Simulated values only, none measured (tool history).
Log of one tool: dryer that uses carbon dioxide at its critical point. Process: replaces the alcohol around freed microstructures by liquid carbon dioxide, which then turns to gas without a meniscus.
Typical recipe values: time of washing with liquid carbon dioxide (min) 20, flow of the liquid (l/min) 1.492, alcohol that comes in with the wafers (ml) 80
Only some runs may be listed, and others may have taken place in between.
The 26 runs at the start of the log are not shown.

run	hour	time of washing with liquid carbon dioxide (min)	flow of the liquid (l/min)	alcohol that comes in with the wafers (ml)	hours of work since the filter was changed	hours of work since the purifier's bed was changed	alcohol left in the vessel before it's heated (ppm by volume)
27	512.8	20	1.410	50	50	137	60
28	538.3	20	1.492	49	63	149	47
29	552.1	20	1.900	27	69	156	42
30	571.5	28	2.200	107	78	165	57
31	593.9	28	2.200	107	89	176	59
32	616.2	20	1.050	80	99	186	190
33	636.7	13	2.170	45	109	196	79
34	661.9	13	2.170	45	121	208	80
35	685.8	20	1.492	27	132	219	82
36	708.6	30	1.492	31	143	230	65

Alternative continuations, all from the tool just after run 36; predict every row:
A	722.1	30	1.290	70	149	236	?
B	722.1	30	1.492	72	149	236	?
C	722.1	30	1.120	38	149	236	?
D	722.1	13	1.492	31	149	236	?

run	alcohol left in the vessel before it's heated (ppm by volume)
A	77
B	78
C	80
D	159
Without the tool's unlogged condition, the same runs would have read:
run	alcohol left in the vessel before it's heated (ppm by volume)
A	8
B	7
C	11
D	84

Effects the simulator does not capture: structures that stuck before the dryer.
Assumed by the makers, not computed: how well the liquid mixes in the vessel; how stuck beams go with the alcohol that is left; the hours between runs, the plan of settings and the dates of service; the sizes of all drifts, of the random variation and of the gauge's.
